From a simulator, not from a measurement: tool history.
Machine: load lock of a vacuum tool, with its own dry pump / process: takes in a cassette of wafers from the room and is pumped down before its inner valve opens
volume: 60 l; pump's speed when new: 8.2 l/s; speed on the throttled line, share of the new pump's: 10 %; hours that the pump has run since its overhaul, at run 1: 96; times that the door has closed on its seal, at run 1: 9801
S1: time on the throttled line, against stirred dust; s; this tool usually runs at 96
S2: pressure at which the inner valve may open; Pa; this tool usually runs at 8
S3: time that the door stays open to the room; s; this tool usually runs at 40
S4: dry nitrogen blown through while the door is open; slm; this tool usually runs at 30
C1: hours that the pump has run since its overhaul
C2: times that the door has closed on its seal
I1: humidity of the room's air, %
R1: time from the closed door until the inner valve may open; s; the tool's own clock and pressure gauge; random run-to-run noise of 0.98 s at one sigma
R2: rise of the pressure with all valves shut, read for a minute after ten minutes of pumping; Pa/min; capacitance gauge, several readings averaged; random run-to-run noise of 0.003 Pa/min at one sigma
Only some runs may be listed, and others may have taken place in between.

{"run": 1, "hour": 0.0, "S1": 96, "S2": 8, "S3": 40, "S4": 30, "C1": 96, "C2": 9801, "I1": 43.5, "R1": 156.3, "R2": 0.047}
{"run": 2, "hour": 434.9, "S1": 96, "S2": 8, "S3": 40, "S4": 4, "C1": 531, "C2": 11904, "I1": 44.9, "R1": 159.3, "R2": 0.072}
{"run": 3, "hour": 883.2, "S1": 96, "S2": 8, "S3": 40, "S4": 4, "C1": 979, "C2": 14071, "I1": 47.2, "R1": 157.8, "R2": 0.072}
{"run": 4, "hour": 1135.7, "S1": 96, "S2": 8, "S3": 54, "S4": 30, "C1": 1232, "C2": 15292, "I1": 45.7, "R1": 160.3, "R2": 0.069}
{"run": 5, "hour": 1688.5, "S1": 96, "S2": 8, "S3": 54, "S4": 30, "C1": 1785, "C2": 17966, "I1": 41.5, "R1": 161.3, "R2": 0.078}
{"run": 6, "hour": 2158.3, "S1": 96, "S2": 8, "S3": 40, "S4": 30, "C1": 2254, "C2": 20238, "I1": 46.3, "R1": 159.7, "R2": 0.085}
{"run": 7, "hour": 2690.1, "S1": 96, "S2": 8, "S3": 40, "S4": 30, "C1": 2786, "C2": 22809, "I1": 44.5, "R1": 161.7, "R2": 0.093}
{"run": 8, "hour": 3054.7, "S1": 96, "S2": 8, "S3": 40, "S4": 30, "C1": 3151, "C2": 24572, "I1": 46.2, "R1": 161.5, "R2": 0.108}
{"run": 9, "hour": 3610.0, "S1": 96, "S2": 8, "S3": 40, "S4": 30, "C1": 3706, "C2": 27258, "I1": 44.7, "R1": 162.9, "R2": 0.111}
{"run": 10, "hour": 3970.5, "S1": 96, "S2": 8, "S3": 40, "S4": 30, "C1": 4067, "C2": 29001, "I1": 46.5, "R1": 164.6, "R2": 0.124}
{"run": 11, "hour": 4465.7, "S1": 79, "S2": 8, "S3": 40, "S4": 30, "C1": 4562, "C2": 31395, "I1": 45.8, "R1": 149.0, "R2": 0.138}
{"run": 12, "hour": 4749.1, "S1": 79, "S2": 8, "S3": 40, "S4": 30, "C1": 4845, "C2": 32766, "I1": 46.7, "R1": 150.6, "R2": 0.144}
{"run": 13, "hour": 5330.2, "S1": 79, "S2": 8, "S3": 138, "S4": 30, "C1": 5426, "C2": 35576, "I1": 47.3, "R1": 153.2, "R2": 0.169}
{"run": 14, "hour": 5819.7, "S1": 79, "S2": 8, "S3": 138, "S4": 30, "C1": 5916, "C2": 37943, "I1": 47.7, "R1": 152.6, "R2": 0.179}
{"run": 15, "hour": 6167.5, "S1": 79, "S2": 8, "S3": 138, "S4": 30, "C1": 6264, "C2": 39625, "I1": 43.2, "R1": 154.0, "R2": 0.181}
{"run": 16, "hour": 6483.9, "S1": 87, "S2": 7, "S3": 87, "S4": 30, "C1": 6580, "C2": 41155, "I1": 45.8, "R1": 163.1, "R2": 0.199}
{"run": 17, "hour": 6978.7, "S1": 87, "S2": 9, "S3": 224, "S4": 30, "C1": 7075, "C2": 43547, "I1": 44.7, "R1": 162.1, "R2": 0.222}
{"run": 18, "hour": 7416.1, "S1": 96, "S2": 11, "S3": 147, "S4": 31, "C1": 7512, "C2": 45663, "I1": 47.1, "R1": 166.9, "R2": 0.237}
{"run": 19, "hour": 7716.4, "S1": 96, "S2": 11, "S3": 147, "S4": 31, "C1": 7813, "C2": 47115, "I1": 41.7, "R1": 168.1, "R2": 0.238}
{"run": 20, "hour": 8122.4, "S1": 96, "S2": 7, "S3": 147, "S4": 12, "C1": 8219, "C2": 49078, "I1": 43.4, "R1": 175.3, "R2": 0.264}
{"run": 21, "hour": 8566.2, "S1": 96, "S2": 7, "S3": 147, "S4": 8, "C1": 8662, "C2": 51224, "I1": 40.1, "R1": 175.9, "R2": 0.283}
{"hour": 8937.8, "done": "dry pump taken out, an overhauled one fitted"}
{"run": 22, "hour": 8947.9, "S1": 79, "S2": 14, "S3": 43, "S4": 15, "C1": 10, "C2": 53041, "I1": 43.7, "R1": 136.3, "R2": 0.279}
{"run": 23, "hour": 9498.2, "S1": 79, "S2": 14, "S3": 43, "S4": 15, "C1": 560, "C2": 55702, "I1": 44.6, "R1": 137.1, "R2": 0.303}
{"run": 24, "hour": 10082.3, "S1": 177, "S2": 8, "S3": 40, "S4": 30, "C1": 1145, "C2": 58526, "I1": 44.7, "R1": 231.6, "R2": 0.32}
{"run": 25, "hour": 10419.5, "S1": 103, "S2": 8, "S3": 28, "S4": 30, "C1": 1482, "C2": 60157, "I1": 42.4, "R1": 164.8, "R2": 0.331}
{"run": 26, "hour": 10739.7, "S1": 103, "S2": 8, "S3": 28, "S4": 30, "C1": 1802, "C2": 61705, "I1": 43.2, "R1": 164.6, "R2": 0.344}

Below are 3 alternative next runs, each starting from the tool's condition after run 26. Predict each:
{"run": "A", "hour": 11203.6, "S1": 99, "S2": 8, "S3": 28, "S4": 30, "C1": 2266, "C2": 63948, "I1": 46.9, "R1": "?", "R2": "?"}
{"run": "B", "hour": 11203.6, "S1": 96, "S2": 6, "S3": 40, "S4": 13, "C1": 2266, "C2": 63948, "I1": 43.0, "R1": "?", "R2": "?"}
{"run": "C", "hour": 11203.6, "S1": 96, "S2": 8, "S3": 40, "S4": 6, "C1": 2266, "C2": 63948, "I1": 45.2, "R1": "?", "R2": "?"}

run=A R1=161.7 R2=0.361
run=B R1=162.1 R2=0.376
run=C R1=160.9 R2=0.373
Without the tool's hidden state the same runs would have given:
run=A R1=158.4 R2=0.014
run=B R1=158.7 R2=0.020
run=C R1=157.5 R2=0.026
